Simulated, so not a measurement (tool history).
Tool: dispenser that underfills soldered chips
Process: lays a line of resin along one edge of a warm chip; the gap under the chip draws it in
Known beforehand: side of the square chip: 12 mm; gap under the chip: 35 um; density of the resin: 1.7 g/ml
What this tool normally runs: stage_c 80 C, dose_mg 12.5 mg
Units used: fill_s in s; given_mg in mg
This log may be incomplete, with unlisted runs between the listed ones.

{"run": 1, "hour": 0.0, "stage_c": 80, "dose_mg": 12.5, "fill_s": 582.3, "given_mg": 12.11}
{"hour": 1.2, "done": "new syringe of resin"}
{"hour": 2.9, "done": "dispensing valve cleaned and set on the balance"}
{"run": 2, "hour": 13.0, "stage_c": 74, "dose_mg": 12.5, "fill_s": 537.4, "given_mg": 12.49}
{"hour": 19.7, "done": "new syringe of resin"}
{"run": 3, "hour": 19.7, "stage_c": 74, "dose_mg": 12.5, "fill_s": 306.9, "given_mg": 12.39}
{"run": 4, "hour": 29.5, "stage_c": 74, "dose_mg": 12.5, "fill_s": 516.6, "given_mg": 12.4}
{"hour": 37.3, "done": "new syringe of resin"}
{"run": 5, "hour": 41.5, "stage_c": 80, "dose_mg": 13.3, "fill_s": 312.2, "given_mg": 13.17}
{"run": 6, "hour": 51.7, "stage_c": 80, "dose_mg": 12.5, "fill_s": 531.7, "given_mg": 12.28}
{"hour": 54.5, "done": "new syringe of resin"}
{"run": 7, "hour": 62.4, "stage_c": 80, "dose_mg": 12.5, "fill_s": 385.6, "given_mg": 12.21}
{"hour": 72.2, "done": "new syringe of resin"}
{"run": 8, "hour": 73.4, "stage_c": 80, "dose_mg": 12.5, "fill_s": 269.1, "given_mg": 12.2}
{"hour": 85.3, "done": "dispensing valve cleaned and set on the balance"}
{"run": 9, "hour": 86.1, "stage_c": 80, "dose_mg": 12.5, "fill_s": 499.7, "given_mg": 12.53}
{"hour": 90.6, "done": "new syringe of resin"}
{"run": 10, "hour": 97.8, "stage_c": 80, "dose_mg": 14.4, "fill_s": 368.2, "given_mg": 14.3}
{"run": 11, "hour": 103.5, "stage_c": 80, "dose_mg": 14.4, "fill_s": 477.8, "given_mg": 14.35}
{"hour": 107.6, "done": "new syringe of resin"}
{"run": 12, "hour": 112.2, "stage_c": 80, "dose_mg": 10.7, "fill_s": 338.1, "given_mg": 10.56}
{"run": 13, "hour": 124.1, "stage_c": 80, "dose_mg": 12.5, "fill_s": 605.8, "given_mg": 12.36}
{"hour": 125.1, "done": "new syringe of resin"}
{"run": 14, "hour": 135.7, "stage_c": 80, "dose_mg": 12.5, "fill_s": 450, "given_mg": 12.23}
{"hour": 142.6, "done": "new syringe of resin"}
{"run": 15, "hour": 142.9, "stage_c": 81, "dose_mg": 12.5, "fill_s": 252.7, "given_mg": 12.21}
{"run": 16, "hour": 154.8, "stage_c": 81, "dose_mg": 11.5, "fill_s": 469.3, "given_mg": 11.14}
{"hour": 160.2, "done": "new syringe of resin"}
{"run": 17, "hour": 165.9, "stage_c": 81, "dose_mg": 11.5, "fill_s": 323.7, "given_mg": 11.14}
{"hour": 168.4, "done": "dispensing valve cleaned and set on the balance"}
{"run": 18, "hour": 177.2, "stage_c": 81, "dose_mg": 11.5, "fill_s": 558.7, "given_mg": 11.48}
{"hour": 178.3, "done": "new syringe of resin"}
{"run": 19, "hour": 189.4, "stage_c": 81, "dose_mg": 11.5, "fill_s": 446.8, "given_mg": 11.36}
{"hour": 195.3, "done": "new syringe of resin"}
{"run": 20, "hour": 197.1, "stage_c": 77, "dose_mg": 11.4, "fill_s": 319.2, "given_mg": 11.31}
{"run": 21, "hour": 203.0, "stage_c": 77, "dose_mg": 11.4, "fill_s": 444.2, "given_mg": 11.28}
{"hour": 212.4, "done": "new syringe of resin"}
{"run": 22, "hour": 215.2, "stage_c": 74, "dose_mg": 11.9, "fill_s": 370.8, "given_mg": 11.71}
{"run": 23, "hour": 222.9, "stage_c": 74, "dose_mg": 11.9, "fill_s": 546.5, "given_mg": 11.68}
{"hour": 229.5, "done": "new syringe of resin"}
{"run": 24, "hour": 233.1, "stage_c": 74, "dose_mg": 11.9, "fill_s": 393.2, "given_mg": 11.57}
{"run": 25, "hour": 242.0, "stage_c": 74, "dose_mg": 11.9, "fill_s": 629.3, "given_mg": 11.61}
{"hour": 247.0, "done": "new syringe of resin"}
{"hour": 251.2, "done": "dispensing valve cleaned and set on the balance"}
{"run": 26, "hour": 254.9, "stage_c": 86, "dose_mg": 12.7, "fill_s": 297.8, "given_mg": 12.68}
{"run": 27, "hour": 260.1, "stage_c": 86, "dose_mg": 12.7, "fill_s": 388.8, "given_mg": 12.72}
{"hour": 265.3, "done": "new syringe of resin"}
{"run": 28, "hour": 271.1, "stage_c": 86, "dose_mg": 12.7, "fill_s": 284.7, "given_mg": 12.71}
{"hour": 282.6, "done": "new syringe of resin"}
{"run": 29, "hour": 283.3, "stage_c": 90, "dose_mg": 11.6, "fill_s": 191.4, "given_mg": 11.55}
{"run": 30, "hour": 291.3, "stage_c": 67, "dose_mg": 11.6, "fill_s": 677.1, "given_mg": 11.46}
{"hour": 299.9, "done": "new syringe of resin"}
{"run": 31, "hour": 302.6, "stage_c": 67, "dose_mg": 11.6, "fill_s": 481.3, "given_mg": 11.42}
{"run": 32, "hour": 313.0, "stage_c": 67, "dose_mg": 12.2, "fill_s": 831.3, "given_mg": 12.06}
{"hour": 317.1, "done": "new syringe of resin"}
{"run": 33, "hour": 321.0, "stage_c": 94, "dose_mg": 13.7, "fill_s": 193.2, "given_mg": 13.39}
{"run": 34, "hour": 325.9, "stage_c": 94, "dose_mg": 13.7, "fill_s": 249.3, "given_mg": 13.38}
{"hour": 334.1, "done": "dispensing valve cleaned and set on the balance"}
{"hour": 335.2, "done": "new syringe of resin"}
{"run": 35, "hour": 336.4, "stage_c": 76, "dose_mg": 13.8, "fill_s": 319.7, "given_mg": 13.75}
{"run": 36, "hour": 345.2, "stage_c": 76, "dose_mg": 13.8, "fill_s": 501.4, "given_mg": 13.75}

A few steps of fill_s between consecutive runs. Split each: what settings, incoming material and random variation would produce without the hidden state, and what is left over for the hidden state, along with gauge scatter present in only one of the two compared results (measured, and without hidden state):
Unlogged tool condition in this case: resin's viscosity, % of fresh resin's; dose that the valve gives, % of what is set; true chip temperature over the reading, C; drift of the gauge itself on fill_s, %; drift of the gauge itself on given_mg, %.
Run 12 -> 13: dose_mg 10.7 -> 12.5. fill_s +267.7 s: hidden state +276.1, all else -8.4.
Run 29 -> 30: stage_c 90 -> 67. fill_s +485.7 s: hidden state +264.6, all else +221.1.
Run 31 -> 32: dose_mg 11.6 -> 12.2. fill_s +350 s: hidden state +350, all else +0.
Run 32 -> 33: stage_c 67 -> 94, dose_mg 12.2 -> 13.7, new syringe of resin. fill_s -638.1 s: hidden state -397.9, all else -240.2.
